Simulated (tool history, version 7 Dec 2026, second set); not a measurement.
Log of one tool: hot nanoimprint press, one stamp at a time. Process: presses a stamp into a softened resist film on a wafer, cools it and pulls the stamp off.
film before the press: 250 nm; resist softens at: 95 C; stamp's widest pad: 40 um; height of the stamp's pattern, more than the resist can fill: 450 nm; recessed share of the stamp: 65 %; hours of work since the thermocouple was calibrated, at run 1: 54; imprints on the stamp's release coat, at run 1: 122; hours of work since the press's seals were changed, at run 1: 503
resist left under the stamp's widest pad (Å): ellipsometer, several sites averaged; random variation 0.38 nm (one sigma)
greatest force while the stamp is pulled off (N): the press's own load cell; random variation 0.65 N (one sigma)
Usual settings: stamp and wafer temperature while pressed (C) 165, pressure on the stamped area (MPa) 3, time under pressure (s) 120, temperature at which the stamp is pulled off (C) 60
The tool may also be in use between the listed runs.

run   hour  stamp and wafer temperature while pressed (C)  pressure on the stamped area (MPa)  time under pressure (s)  temperature at which the stamp is pulled off (C)  hours of work since the thermocouple was calibrated  imprints on the stamp's release coat  hours of work since the press's seals were changed  resist left under the stamp's widest pad (Å)  greatest force while the stamp is pulled off (N)
  1      0                                            165                                   3                      120                                                60                                                   54                                   122                                                 503                                          1191                                             155.4
  2   18.4                                            165                                   3                      120                                                60                                                   63                                   180                                                 512                                          1191                                             155.6
  3   40.2                                            165                                   3                      120                                                60                                                   74                                   248                                                 523                                          1193                                             155.9
  4   52.8                                            165                                   3                      120                                                60                                                   80                                   287                                                 529                                          1184                                             156.1
  5     74                                            165                                   3                      120                                                54                                                   91                                   353                                                 540                                          1196                                             183.5
  6   93.7                                            158                                   3                      120                                                60                                                  100                                   415                                                 550                                          1517                                             155.8
  7  113.3                                            158                                   3                      185                                                60                                                  110                                   476                                                 559                                          1316                                             156.8
  8  127.1                                            158                                   3                      185                                                60                                                  117                                   519                                                 566                                          1318                                               156
  9  142.6                                            165                                   3                      120                                                60                                                  125                                   568                                                 574                                          1187                                             156.4
 10  166.5                                            165                                   3                      120                                                60                                                  136                                   643                                                 586                                          1200                                             156.5
     178.6  -- stamp cleaned and given a new release coat
 11  195.2                                            165                                   3                      120                                                60                                                  148                                    52                                                 597                                          1198                                             155.1
 12    219                                            165                                   3                      120                                                60                                                  159                                   126                                                 609                                          1189                                             156.2
 13  235.4                                            165                                   3                      120                                                60                                                  167                                   177                                                 617                                          1189                                             155.6
 14  254.7                                            165                                   3                      120                                                60                                                  177                                   238                                                 626                                          1191                                             156.8
 15  273.9                                            165                                   3                      120                                                60                                                  186                                   298                                                 636                                          1196                                               157
 16  297.4                                            165                                 4.5                      120                                                60                                                  198                                   371                                                 647                                          1015                                             154.1
 17  322.8                                            165                                 4.5                      120                                                60                                                  211                                   451                                                 660                                          1001                                             156.1
 18  345.2                                            165                                 4.5                      120                                                60                                                  222                                   521                                                 671                                          1005                                             156.9
 19  364.7                                            165                                   3                       79                                                60                                                  231                                   582                                                 681                                          1394                                             156.8
 20  379.8                                            165                                   3                       79                                                60                                                  239                                   629                                                 688                                          1387                                             157.2
     396.3  -- stamp cleaned and given a new release coat
 21  396.4                                            165                                   3                       79                                                60                                                  244                                     0                                                 693                                          1387                                             156.6
 22  414.5                                            165                                4.11                       61                                                60                                                  253                                    57                                                 702                                          1362                                             156.5
 23  439.7                                            175                                   3                      120                                                47                                                  265                                   136                                                 715                                           832                                             212.3
 24  462.7                                            158                                 3.4                      120                                                47                                                  277                                   208                                                 726                                          1463                                             212.5
 25  473.1                                            170                                3.75                      120                                                60                                                  282                                   240                                                 731                                           899                                             155.2
 26  498.4                                            165                                   3                      120                                                50                                                  295                                   319                                                 744                                          1195                                             199.4
 27  518.7                                            165                                   3                      120                                                50                                                  305                                   383                                                 754                                          1197                                             200.1
 28  540.4                                            165                                   3                      120                                                50                                                  315                                   451                                                 765                                          1194                                             201.1
 29  551.5                                            165                                2.86                      224                                                50                                                  321                                   485                                                 770                                           951                                             200.7

3 ways to go on from here, each from the tool as it stands after run 29. What would each give?
  A  565.3                                            165                                   3                      120                                                60                                                  328                                   528                                                 777                                             ?                                                 ?
  B  565.3                                            165                                3.48                      120                                                60                                                  328                                   528                                                 777                                             ?                                                 ?
  C  565.3                                            165                                   3                      188                                                60                                                  328                                   528                                                 777                                             ?                                                 ?

run  resist left under the stamp's widest pad (Å)  greatest force while the stamp is pulled off (N)
  A                                          1196                                             155.9
  B                                          1125                                             155.7
  C                                           999                                             156.8
Without the tool's hidden state the same runs would have given:
run  resist left under the stamp's widest pad (Å)  greatest force while the stamp is pulled off (N)
  A                                          1193                                             155.5
  B                                          1123                                             155.3
  C                                           997                                             156.4
